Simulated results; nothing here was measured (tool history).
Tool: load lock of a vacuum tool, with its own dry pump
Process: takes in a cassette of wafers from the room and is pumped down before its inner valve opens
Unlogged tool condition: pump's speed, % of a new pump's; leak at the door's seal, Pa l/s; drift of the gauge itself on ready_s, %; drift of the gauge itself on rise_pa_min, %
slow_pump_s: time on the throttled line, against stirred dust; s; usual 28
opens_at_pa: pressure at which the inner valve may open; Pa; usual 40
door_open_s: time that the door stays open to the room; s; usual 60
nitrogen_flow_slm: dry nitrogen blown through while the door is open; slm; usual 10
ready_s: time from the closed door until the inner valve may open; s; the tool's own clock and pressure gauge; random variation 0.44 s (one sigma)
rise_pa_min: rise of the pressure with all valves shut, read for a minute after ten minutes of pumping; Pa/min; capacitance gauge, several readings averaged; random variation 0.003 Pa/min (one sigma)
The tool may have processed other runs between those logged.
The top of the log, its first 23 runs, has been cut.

run	hour	slow_pump_s	opens_at_pa	door_open_s	nitrogen_flow_slm	hours that the pump has run since its overhaul	times that the door has closed on its seal	incoming humidity of the room's air, %	ready_s	rise_pa_min
24	10836.4	40	61	151	18	1688	43816	44.8	61.8	0.478
25	11128.8	28	63	60	10	1980	44890	43.3	52.2	0.452
26	11455.4	28	63	60	10	2307	46089	40.9	52.3	0.468
27	11959.2	28	40	47	10	2811	47939	42.8	54.2	0.483
28	12405.2	30	55	47	10	3257	49577	42.3	53.1	0.519
29	13070.2	20	71	70	34	3922	52020	44.9	45.9	0.543
30	13427.7	26	40	60	10	4279	53333	45.0	52.8	0.581
31	13848.8	26	40	60	10	4700	54879	45.0	53.3	0.609
32	14225.3	28	36	60	10	5077	56262	44.0	55.2	0.631
33	14681.3	30	58	214	20	5533	57937	43.2	55.5	0.713
34	15194.8	30	58	214	20	6046	59822	43.9	55.1	0.753
35	15519.1	44	35	43	4	6371	61014	46.4	68.1	0.704
36	15817.8	39	58	76	13	6669	62110	44.7	61.9	0.751

What if the next run were any one of these 3? Each begins from the tool's condition after run 36:
# hour 16359.4: door's seal changed, seat wiped
A	16406.4	39	58	92	13	7256	173	45.0	?	?
# hour 16359.4: door's seal changed, seat wiped
B	16406.4	39	58	76	13	7256	173	46.9	?	?
# hour 16359.4: door's seal changed, seat wiped
C	16406.4	26	37	60	5	7256	173	48.0	?	?

run	ready_s	rise_pa_min
A	62.5	0.069
B	62.0	0.061
C	54.4	0.064
With the hidden condition removed and each run's random variation left untouched, the same runs would have given:
run	ready_s	rise_pa_min
A	60.4	0.068
B	59.9	0.060
C	52.0	0.063

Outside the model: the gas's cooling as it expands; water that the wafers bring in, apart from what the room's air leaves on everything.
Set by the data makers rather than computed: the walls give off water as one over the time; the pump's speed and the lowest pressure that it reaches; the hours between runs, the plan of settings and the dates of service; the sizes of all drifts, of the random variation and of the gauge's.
